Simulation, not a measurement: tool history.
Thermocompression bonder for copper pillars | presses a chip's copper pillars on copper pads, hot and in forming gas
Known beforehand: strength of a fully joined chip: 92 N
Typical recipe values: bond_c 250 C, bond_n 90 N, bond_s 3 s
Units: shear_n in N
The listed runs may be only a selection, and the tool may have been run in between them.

run	hour	bond_c	bond_n	bond_s	shear_n
1	0	250	90	3	53.7
2	16.5	250	90	3	52.1
3	34.8	250	90	3	53.2
4	60.1	250	90	4	57.2
5	82.5	250	90	4	57.6
6	101.9	250	90	4	57.1
7	119.4	250	90	3	53.3
8	130.6	250	90	7	66.1
9	151.6	250	90	7	65.3
10	171.8	250	90	7	66.6
11	186.3	250	73	3	48.6
12	199.2	250	73	3	48.2
# hour 215.3: force cell calibrated
13	219	250	73	3	47.2
14	237.6	250	73	3	47.1
15	264.3	250	73	5	55.2
16	286.2	250	73	5	54.8
17	298.7	250	73	5	54.5
18	321.5	276	120	5	76.6
19	349.3	246	91	5	56.7
20	362.4	250	74	2	41.3
21	375	250	74	2	40.9
22	399.6	250	74	2	40.4
23	424.2	250	78	2	41.6

What will run 24 give?
24	439.3	250	78	2	?

shear_n: 41.3 N
Had the tool carried no hidden state, the very same run would have given shear_n 41.5 N.
